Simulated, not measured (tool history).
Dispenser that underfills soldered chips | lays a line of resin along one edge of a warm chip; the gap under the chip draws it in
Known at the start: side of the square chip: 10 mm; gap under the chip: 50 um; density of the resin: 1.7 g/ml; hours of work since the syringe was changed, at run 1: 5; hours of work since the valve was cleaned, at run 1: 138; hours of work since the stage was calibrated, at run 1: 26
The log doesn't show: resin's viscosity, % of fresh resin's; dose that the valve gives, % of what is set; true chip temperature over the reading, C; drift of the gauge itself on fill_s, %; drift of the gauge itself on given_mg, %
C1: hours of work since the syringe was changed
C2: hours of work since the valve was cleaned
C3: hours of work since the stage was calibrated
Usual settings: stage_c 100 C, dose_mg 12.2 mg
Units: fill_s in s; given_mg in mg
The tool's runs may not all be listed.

run 1 day=0 | stage_c=100 dose_mg=12.2 | C1=5 C2=138 C3=26 | fill_s=63.8 given_mg=11.1
-- day=0.025 new syringe of resin
run 2 day=0.238 | stage_c=100 dose_mg=13.4 | C1=3 C2=142 C3=30 | fill_s=56.1 given_mg=12.26
-- day=0.417 new syringe of resin
run 3 day=0.492 | stage_c=100 dose_mg=13.4 | C1=1 C2=145 C3=33 | fill_s=54.9 given_mg=12.08
run 4 day=0.7 | stage_c=104 dose_mg=12.2 | C1=4 C2=148 C3=36 | fill_s=52.8 given_mg=11.04
-- day=0.779 dispensing valve cleaned and set on the balance
-- day=0.85 new syringe of resin
run 5 day=1 | stage_c=104 dose_mg=12.2 | C1=2 C2=3 C3=40 | fill_s=48.9 given_mg=12.24
run 6 day=1.167 | stage_c=100 dose_mg=12.2 | C1=5 C2=6 C3=43 | fill_s=61.8 given_mg=12.28
-- day=1.221 new syringe of resin
run 7 day=1.279 | stage_c=100 dose_mg=12.2 | C1=1 C2=7 C3=44 | fill_s=52.7 given_mg=12.1
run 8 day=1.504 | stage_c=108 dose_mg=12.2 | C1=4 C2=10 C3=47 | fill_s=44.4 given_mg=12.18
-- day=1.604 new syringe of resin
run 9 day=1.625 | stage_c=100 dose_mg=14.2 | C1=0 C2=12 C3=49 | fill_s=50.6 given_mg=14.04
run 10 day=1.825 | stage_c=100 dose_mg=14.7 | C1=3 C2=15 C3=52 | fill_s=57.1 given_mg=14.49
-- day=1.988 new syringe of resin
run 11 day=1.996 | stage_c=100 dose_mg=14.7 | C1=0 C2=17 C3=54 | fill_s=52 given_mg=14.66
run 12 day=2.125 | stage_c=100 dose_mg=15.5 | C1=2 C2=19 C3=56 | fill_s=54.7 given_mg=15.32
run 13 day=2.317 | stage_c=97 dose_mg=13 | C1=5 C2=22 C3=59 | fill_s=69.5 given_mg=12.91
-- day=2.362 new syringe of resin
run 14 day=2.554 | stage_c=97 dose_mg=13 | C1=3 C2=26 C3=63 | fill_s=64 given_mg=12.8
run 15 day=2.708 | stage_c=97 dose_mg=13 | C1=5 C2=28 C3=65 | fill_s=67.5 given_mg=12.87
-- day=2.738 new syringe of resin
run 16 day=2.829 | stage_c=97 dose_mg=13 | C1=1 C2=30 C3=66 | fill_s=58.9 given_mg=12.83
run 17 day=2.95 | stage_c=106 dose_mg=12.6 | C1=3 C2=31 C3=68 | fill_s=44.9 given_mg=12.38
run 18 day=3.067 | stage_c=91 dose_mg=12.6 | C1=5 C2=33 C3=70 | fill_s=85.8 given_mg=12.35
-- day=3.112 new syringe of resin
run 19 day=3.208 | stage_c=95 dose_mg=10.6 | C1=1 C2=35 C3=72 | fill_s=69 given_mg=10.24
run 20 day=3.383 | stage_c=88 dose_mg=15.4 | C1=4 C2=38 C3=75 | fill_s=93.4 given_mg=15.13
-- day=3.5 new syringe of resin
run 21 day=3.508 | stage_c=112 dose_mg=13.3 | C1=0 C2=39 C3=76 | fill_s=32.5 given_mg=13.07
run 22 day=3.654 | stage_c=112 dose_mg=13.3 | C1=2 C2=42 C3=79 | fill_s=35.2 given_mg=12.99
run 23 day=3.85 | stage_c=112 dose_mg=11.1 | C1=5 C2=44 C3=81 | fill_s=39.4 given_mg=10.8
-- day=3.879 new syringe of resin
run 24 day=4.017 | stage_c=110 dose_mg=11.8 | C1=2 C2=47 C3=84 | fill_s=38.2 given_mg=11.49

4 ways to go on from here, each from the tool as it stands after run 24. What would each give?
-- day=4.254 new syringe of resin
run A day=4.271 | stage_c=113 dose_mg=11.4 | C1=0 C2=50 C3=87 | fill_s=? given_mg=?
-- day=4.254 new syringe of resin
run B day=4.271 | stage_c=86 dose_mg=14 | C1=0 C2=50 C3=87 | fill_s=? given_mg=?
-- day=4.254 new syringe of resin
run C day=4.271 | stage_c=100 dose_mg=11.3 | C1=0 C2=50 C3=87 | fill_s=? given_mg=?
-- day=4.254 new syringe of resin
run D day=4.271 | stage_c=104 dose_mg=11.8 | C1=0 C2=50 C3=87 | fill_s=? given_mg=?

run=A fill_s=33 given_mg=11.14
run=B fill_s=90.7 given_mg=13.59
run=C fill_s=54 given_mg=11.04
run=D fill_s=46.2 given_mg=11.4
Without the tool's hidden state the same runs would have given:
run=A fill_s=32.3 given_mg=11.49
run=B fill_s=89.3 given_mg=14.02
run=C fill_s=52.8 given_mg=11.38
run=D fill_s=45.2 given_mg=11.76

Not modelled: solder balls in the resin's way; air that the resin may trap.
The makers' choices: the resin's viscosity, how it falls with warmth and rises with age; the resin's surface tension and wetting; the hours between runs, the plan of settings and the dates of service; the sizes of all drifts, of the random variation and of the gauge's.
